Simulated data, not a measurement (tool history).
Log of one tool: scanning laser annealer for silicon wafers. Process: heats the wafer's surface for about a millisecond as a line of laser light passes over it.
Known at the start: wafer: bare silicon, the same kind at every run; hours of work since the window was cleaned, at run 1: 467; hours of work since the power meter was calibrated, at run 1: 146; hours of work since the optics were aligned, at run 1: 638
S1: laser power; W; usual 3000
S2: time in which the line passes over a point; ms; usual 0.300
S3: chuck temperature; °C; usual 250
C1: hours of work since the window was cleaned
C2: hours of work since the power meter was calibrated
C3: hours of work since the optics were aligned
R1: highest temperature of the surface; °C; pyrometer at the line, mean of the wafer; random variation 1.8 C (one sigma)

run	day	S1	S2	S3	C1	C2	C3	R1
1	0.000	3000	0.300	250	467	146	638	924
2	0.325	3000	0.300	250	471	150	642	926
3	0.546	3000	0.213	250	474	152	645	826
4	0.904	3000	0.300	250	478	157	649	927
5	1.296	3131	0.300	250	483	161	654	963
6	1.721	3131	0.300	250	488	166	659	966
7	2.117	3000	0.300	250	492	171	663	920
8	2.483	3000	0.232	250	497	175	668	853
9	2.679	3000	0.232	246	499	178	670	844
10	2.988	3000	0.232	246	503	181	674	842
11	3.238	2907	0.232	246	506	184	677	819
12	3.433	2907	0.232	246	508	187	679	817
13	3.746	3000	0.300	250	512	190	683	920
14	3.962	3000	0.300	250	514	193	685	919
# day 4.204: optics aligned, line set to its width
15	4.446	3000	0.300	250	518	196	3	916
16	4.721	3000	0.300	250	521	200	6	920
17	5.133	3000	0.300	261	526	205	11	928
18	5.408	3000	0.300	261	529	208	14	928
19	5.829	3000	0.300	280	534	213	19	944
20	6.133	3000	0.300	250	538	216	23	916

Forecast run 21:
# day 6.429: optics aligned, line set to its width, once more
21	6.617	2661	0.257	250	541	220	2	?

R1: 795 °C
Without the tool's hidden state the same run would have given R1 826 °C.

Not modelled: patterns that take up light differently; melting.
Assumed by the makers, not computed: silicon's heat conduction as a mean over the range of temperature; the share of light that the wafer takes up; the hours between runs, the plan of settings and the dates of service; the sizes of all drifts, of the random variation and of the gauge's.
